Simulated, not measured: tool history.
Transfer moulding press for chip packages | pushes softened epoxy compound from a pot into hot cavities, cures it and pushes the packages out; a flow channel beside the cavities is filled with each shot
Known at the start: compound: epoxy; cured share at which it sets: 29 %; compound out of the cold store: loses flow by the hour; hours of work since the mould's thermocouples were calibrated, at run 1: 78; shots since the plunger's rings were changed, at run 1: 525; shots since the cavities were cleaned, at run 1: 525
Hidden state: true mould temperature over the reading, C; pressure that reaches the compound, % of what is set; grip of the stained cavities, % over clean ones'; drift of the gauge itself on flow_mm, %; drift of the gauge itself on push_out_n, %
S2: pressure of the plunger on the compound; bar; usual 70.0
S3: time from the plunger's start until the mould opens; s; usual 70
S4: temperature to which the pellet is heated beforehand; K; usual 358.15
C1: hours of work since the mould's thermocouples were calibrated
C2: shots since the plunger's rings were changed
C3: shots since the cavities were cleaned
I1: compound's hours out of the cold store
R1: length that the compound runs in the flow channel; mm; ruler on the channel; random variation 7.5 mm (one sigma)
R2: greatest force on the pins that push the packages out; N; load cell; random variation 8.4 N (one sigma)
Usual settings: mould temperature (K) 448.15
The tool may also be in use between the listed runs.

run 1 hour=0.0 | mould_temperature_(K)=448.15 S2=70.0 S3=70 S4=358.15 | C1=78 C2=525 C3=525 | I1=16.9 | R1=928 R2=398
run 2 hour=5.4 | mould_temperature_(K)=448.15 S2=70.0 S3=70 S4=358.15 | C1=82 C2=611 C3=611 | I1=42.2 | R1=815 R2=353
run 3 hour=12.0 | mould_temperature_(K)=448.15 S2=70.0 S3=70 S4=358.15 | C1=86 C2=715 C3=715 | I1=23.0 | R1=909 R2=394
run 4 hour=21.7 | mould_temperature_(K)=448.15 S2=70.0 S3=70 S4=358.15 | C1=93 C2=869 C3=869 | I1=28.9 | R1=867 R2=363
run 5 hour=32.1 | mould_temperature_(K)=451.15 S2=70.0 S3=70 S4=358.15 | C1=100 C2=1034 C3=1034 | I1=46.2 | R1=798 R2=285
run 6 hour=38.9 | mould_temperature_(K)=451.15 S2=70.0 S3=70 S4=358.15 | C1=104 C2=1142 C3=1142 | I1=47.0 | R1=798 R2=298
-- hour=43.6 cavities cleaned with cleaning compound and waxed
run 7 hour=45.6 | mould_temperature_(K)=451.15 S2=70.0 S3=70 S4=358.15 | C1=108 C2=1225 C3=33 | I1=34.5 | R1=842 R2=313
run 8 hour=50.3 | mould_temperature_(K)=451.15 S2=70.0 S3=70 S4=358.15 | C1=111 C2=1299 C3=107 | I1=44.6 | R1=815 R2=282
run 9 hour=58.1 | mould_temperature_(K)=448.15 S2=70.0 S3=70 S4=358.15 | C1=116 C2=1423 C3=231 | I1=34.4 | R1=847 R2=379
run 10 hour=66.4 | mould_temperature_(K)=448.15 S2=70.0 S3=70 S4=358.15 | C1=121 C2=1555 C3=363 | I1=16.7 | R1=936 R2=383
run 11 hour=72.9 | mould_temperature_(K)=448.15 S2=70.0 S3=70 S4=358.15 | C1=126 C2=1657 C3=465 | I1=40.6 | R1=819 R2=371
run 12 hour=79.8 | mould_temperature_(K)=448.15 S2=70.0 S3=70 S4=358.15 | C1=130 C2=1768 C3=576 | I1=16.4 | R1=918 R2=398
run 13 hour=87.6 | mould_temperature_(K)=448.15 S2=70.0 S3=70 S4=358.15 | C1=135 C2=1891 C3=699 | I1=18.3 | R1=917 R2=396
run 14 hour=91.9 | mould_temperature_(K)=451.15 S2=70.0 S3=70 S4=358.15 | C1=138 C2=1959 C3=767 | I1=14.8 | R1=917 R2=315
run 15 hour=96.4 | mould_temperature_(K)=451.15 S2=70.0 S3=70 S4=358.15 | C1=141 C2=2030 C3=838 | I1=37.1 | R1=837 R2=301
run 16 hour=105.2 | mould_temperature_(K)=448.15 S2=52.1 S3=101 S4=351.15 | C1=147 C2=2171 C3=979 | I1=14.1 | R1=811 R2=198
run 17 hour=111.4 | mould_temperature_(K)=453.15 S2=70.0 S3=57 S4=368.15 | C1=151 C2=2268 C3=1076 | I1=15.3 | R1=904 R2=475
run 18 hour=116.1 | mould_temperature_(K)=453.15 S2=70.0 S3=57 S4=368.15 | C1=154 C2=2343 C3=1151 | I1=26.1 | R1=867 R2=458
-- hour=120.3 cavities cleaned with cleaning compound and waxed
run 19 hour=127.6 | mould_temperature_(K)=448.15 S2=70.0 S3=59 S4=348.15 | C1=161 C2=2501 C3=115 | I1=37.7 | R1=840 R2=630
run 20 hour=133.5 | mould_temperature_(K)=448.15 S2=70.0 S3=59 S4=348.15 | C1=165 C2=2595 C3=209 | I1=20.6 | R1=904 R2=633
run 21 hour=144.0 | mould_temperature_(K)=448.15 S2=70.0 S3=59 S4=348.15 | C1=172 C2=2762 C3=376 | I1=21.9 | R1=900 R2=654
run 22 hour=152.7 | mould_temperature_(K)=448.15 S2=70.0 S3=59 S4=348.15 | C1=177 C2=2900 C3=514 | I1=18.4 | R1=903 R2=671

Forecast run 23:
run 23 hour=157.9 | mould_temperature_(K)=448.15 S2=85.5 S3=79 S4=348.15 | C1=181 C2=2983 C3=597 | I1=16.8 | R1=? R2=?

R1: 1028 mm
R2: 305 N
Without the tool's hidden state the same run would have given R1 1028 mm, R2 303 N.
